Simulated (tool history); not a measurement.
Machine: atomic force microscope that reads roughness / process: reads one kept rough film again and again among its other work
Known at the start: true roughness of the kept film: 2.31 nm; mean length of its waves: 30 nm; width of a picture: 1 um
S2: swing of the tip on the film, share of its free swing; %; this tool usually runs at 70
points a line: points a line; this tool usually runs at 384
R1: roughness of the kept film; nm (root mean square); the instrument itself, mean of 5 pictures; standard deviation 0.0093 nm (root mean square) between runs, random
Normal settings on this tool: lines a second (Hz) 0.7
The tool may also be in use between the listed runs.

Run 1, hour 0: usual settings. Result: R1 2.086 nm (root mean square).
Run 2, hour 16.2: usual settings but lines a second (Hz) 0.649. Result: R1 2.108 nm (root mean square).
Run 3, hour 34.4: usual settings. Result: R1 2.093 nm (root mean square).
Run 4, hour 51.6: usual settings. Result: R1 2.09 nm (root mean square).
At hour 61.7: new tip fitted.
Run 5, hour 61.7: usual settings. Result: R1 2.096 nm (root mean square).
Run 6, hour 70.6: usual settings but lines a second (Hz) 0.71. Result: R1 2.092 nm (root mean square).
Run 7, hour 80.9: usual settings. Result: R1 2.08 nm (root mean square).
Run 8, hour 98: usual settings. Result: R1 2.094 nm (root mean square).
Run 9, hour 110.9: usual settings. Result: R1 2.08 nm (root mean square).
Run 10, hour 127.3: usual settings. Result: R1 2.098 nm (root mean square).
Run 11, hour 136.2: usual settings. Result: R1 2.079 nm (root mean square).
Run 12, hour 154.2: usual settings but points a line 641. Result: R1 2.09 nm (root mean square).
Run 13, hour 165.9: usual settings but points a line 444. Result: R1 2.091 nm (root mean square).
Run 14, hour 182.5: usual settings but points a line 444. Result: R1 2.1 nm (root mean square).
Run 15, hour 194.4: usual settings. Result: R1 2.097 nm (root mean square).
Run 16, hour 207.9: usual settings. Result: R1 2.085 nm (root mean square).
Run 17, hour 217.2: usual settings. Result: R1 2.078 nm (root mean square).
At hour 221.5: new tip fitted.
Run 18, hour 227.9: usual settings but S2 81 %. Result: R1 2.012 nm (root mean square).
Run 19, hour 236.3: usual settings but lines a second (Hz) 1.071. Result: R1 2.033 nm (root mean square).
Run 20, hour 245.8: usual settings but lines a second (Hz) 0.993. Result: R1 2.06 nm (root mean square).
Run 21, hour 253.8: usual settings but points a line 796. Result: R1 2.112 nm (root mean square).
Run 22, hour 267.6: usual settings but points a line 394. Result: R1 2.089 nm (root mean square).
Run 23, hour 277.5: usual settings but S2 62 %. Result: R1 2.136 nm (root mean square).
Run 24, hour 291.2: usual settings but S2 62 %. Result: R1 2.129 nm (root mean square).
Run 25, hour 301.6: usual settings but S2 62 %. Result: R1 2.124 nm (root mean square).
Run 26, hour 317.9: usual settings but S2 80 %. Result: R1 2.037 nm (root mean square).
Run 27, hour 325.3: usual settings. Result: R1 2.101 nm (root mean square).
Run 28, hour 337.5: usual settings but lines a second (Hz) 0.691, S2 67 %, points a line 392. Result: R1 2.128 nm (root mean square).
Run 29, hour 353.8: usual settings but lines a second (Hz) 0.691, S2 67 %, points a line 392. Result: R1 2.106 nm (root mean square).
Run 30, hour 369: usual settings but lines a second (Hz) 0.691, S2 62 %, points a line 392. Result: R1 2.124 nm (root mean square).
At hour 381.5: new tip fitted.
Run 31, hour 381.5: usual settings but lines a second (Hz) 1.636, S2 80 %, points a line 611. Result: R1 1.879 nm (root mean square).
Run 32, hour 393.3: usual settings but lines a second (Hz) 1.706, S2 73 %, points a line 977. Result: R1 1.967 nm (root mean square).
Run 33, hour 404.9: usual settings but lines a second (Hz) 1.706, S2 73 %, points a line 977. Result: R1 1.954 nm (root mean square).
Run 34, hour 417.1: usual settings but lines a second (Hz) 1.834, S2 73 %, points a line 361. Result: R1 1.926 nm (root mean square).
Run 35, hour 431.9: usual settings but lines a second (Hz) 1.834, S2 68 %, points a line 368. Result: R1 2 nm (root mean square).
Run 36, hour 448.1: usual settings but lines a second (Hz) 1.834, S2 68 %, points a line 368. Result: R1 1.977 nm (root mean square).
Run 37, hour 455.4: usual settings but lines a second (Hz) 1.834, S2 68 %, points a line 368. Result: R1 1.971 nm (root mean square).
Run 38, hour 464: usual settings but lines a second (Hz) 1.834, S2 71 %, points a line 930. Result: R1 1.966 nm (root mean square).
Run 39, hour 471.4: usual settings but lines a second (Hz) 1.834, S2 71 %, points a line 930. Result: R1 1.957 nm (root mean square).
Run 40, hour 480: usual settings but lines a second (Hz) 1.834, S2 71 %, points a line 930. Result: R1 1.971 nm (root mean square).
Run 41, hour 488.3: usual settings but lines a second (Hz) 3.219, S2 56 %. Result: R1 2.011 nm (root mean square).
Run 42, hour 498.6: usual settings but lines a second (Hz) 3.219, S2 56 %. Result: R1 2.024 nm (root mean square).
Run 43, hour 507.4: usual settings but lines a second (Hz) 0.621, S2 64 %. Result: R1 2.127 nm (root mean square).
Run 44, hour 525.1: usual settings but lines a second (Hz) 0.621, S2 64 %. Result: R1 2.133 nm (root mean square).
Run 45, hour 534.3: usual settings but lines a second (Hz) 2.38, S2 78 %, points a line 520. Result: R1 1.784 nm (root mean square).
At hour 542: new tip fitted.
Run 46, hour 545.1: usual settings but lines a second (Hz) 2.38, S2 78 %, points a line 520. Result: R1 1.795 nm (root mean square).
Run 47, hour 556.2: usual settings but lines a second (Hz) 2.38, S2 78 %, points a line 394. Result: R1 1.778 nm (root mean square).
Run 48, hour 565.6: usual settings but lines a second (Hz) 2.38, S2 78 %, points a line 394. Result: R1 1.797 nm (root mean square).
Run 49, hour 575.9: usual settings but lines a second (Hz) 1.08, S2 87 %, points a line 284. Result: R1 1.885 nm (root mean square).
Run 50, hour 593.5: usual settings but lines a second (Hz) 0.726, S2 82 %. Result: R1 2.019 nm (root mean square).
Run 51, hour 607.3: usual settings but lines a second (Hz) 1.814, S2 56 %, points a line 924. Result: R1 2.097 nm (root mean square).
Run 52, hour 622.7: usual settings but lines a second (Hz) 2.904, S2 58 %, points a line 457. Result: R1 2.025 nm (root mean square).
Run 53, hour 640.5: usual settings but lines a second (Hz) 2.733, S2 85 %. Result: R1 1.6 nm (root mean square).

Each row is a separate what-if for the run after 53, all from the same tool condition, not one after another. Results?
Run A, hour 656.2: usual settings but lines a second (Hz) 1.419, S2 85 %, points a line 420. Result: R1 ?.
Run B, hour 656.2: usual settings but lines a second (Hz) 1.512, S2 85 %. Result: R1 ?.
Run C, hour 656.2: usual settings but lines a second (Hz) 1.328, S2 72 %. Result: R1 ?.
Run D, hour 656.2: usual settings but lines a second (Hz) 2.217, S2 79 %, points a line 267. Result: R1 ?.

run     R1
  A  1.856
  B  1.825
  C  1.986
  D  1.755
With no hidden state in the tool, these same runs would have given:
run     R1
  A  1.858
  B  1.827
  C  1.989
  D  1.757
